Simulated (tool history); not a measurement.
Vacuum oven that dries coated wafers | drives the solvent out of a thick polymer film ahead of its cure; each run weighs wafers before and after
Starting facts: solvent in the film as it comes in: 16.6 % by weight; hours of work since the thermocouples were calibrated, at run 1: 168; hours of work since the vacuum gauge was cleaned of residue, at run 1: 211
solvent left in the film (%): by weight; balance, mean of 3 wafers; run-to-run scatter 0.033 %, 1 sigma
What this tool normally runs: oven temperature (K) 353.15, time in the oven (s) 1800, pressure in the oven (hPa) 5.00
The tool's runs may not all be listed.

run,day,oven temperature (K),time in the oven (s),pressure in the oven (hPa),hours of work since the thermocouples were calibrated,hours of work since the vacuum gauge was cleaned of residue,solvent left in the film (%)
1,0.000,353.15,1800,5.00,168,211,2.72
2,1.208,341.15,1800,5.00,186,229,5.60
3,1.912,341.15,1800,5.00,197,240,5.68
4,2.767,353.15,1800,5.00,210,253,2.79
5,3.904,353.15,1800,5.00,227,270,2.76
6,4.962,353.15,1800,5.00,243,286,2.82
7,6.033,353.15,1800,5.00,259,303,2.84
8,7.321,353.15,1800,5.00,279,322,2.79
9,8.875,353.15,1140,3.33,302,346,4.67
10,9.538,367.15,1800,13.69,312,356,1.40
11,10.750,356.15,900,13.69,331,374,5.88
12,11.875,365.15,1020,9.01,348,391,2.97
13,13.171,365.15,1020,9.01,367,411,2.92
14,13.912,353.15,900,14.00,379,422,6.67

Forecast each of these 5 alternatives for the next run:
A,15.025,353.15,1800,5.47,396,439,?
B,15.025,341.15,1500,5.00,396,439,?
C,15.025,358.15,2400,14.00,396,439,?
D,15.025,353.15,2100,3.00,396,439,?
E,15.025,356.15,3180,14.00,396,439,?

run,solvent left in the film (%)
A,2.78
B,6.53
C,2.04
D,1.99
E,1.87
With no hidden state in the tool, these same runs would have given:
run,solvent left in the film (%)
A,2.78
B,6.53
C,2.04
D,1.99
E,1.86

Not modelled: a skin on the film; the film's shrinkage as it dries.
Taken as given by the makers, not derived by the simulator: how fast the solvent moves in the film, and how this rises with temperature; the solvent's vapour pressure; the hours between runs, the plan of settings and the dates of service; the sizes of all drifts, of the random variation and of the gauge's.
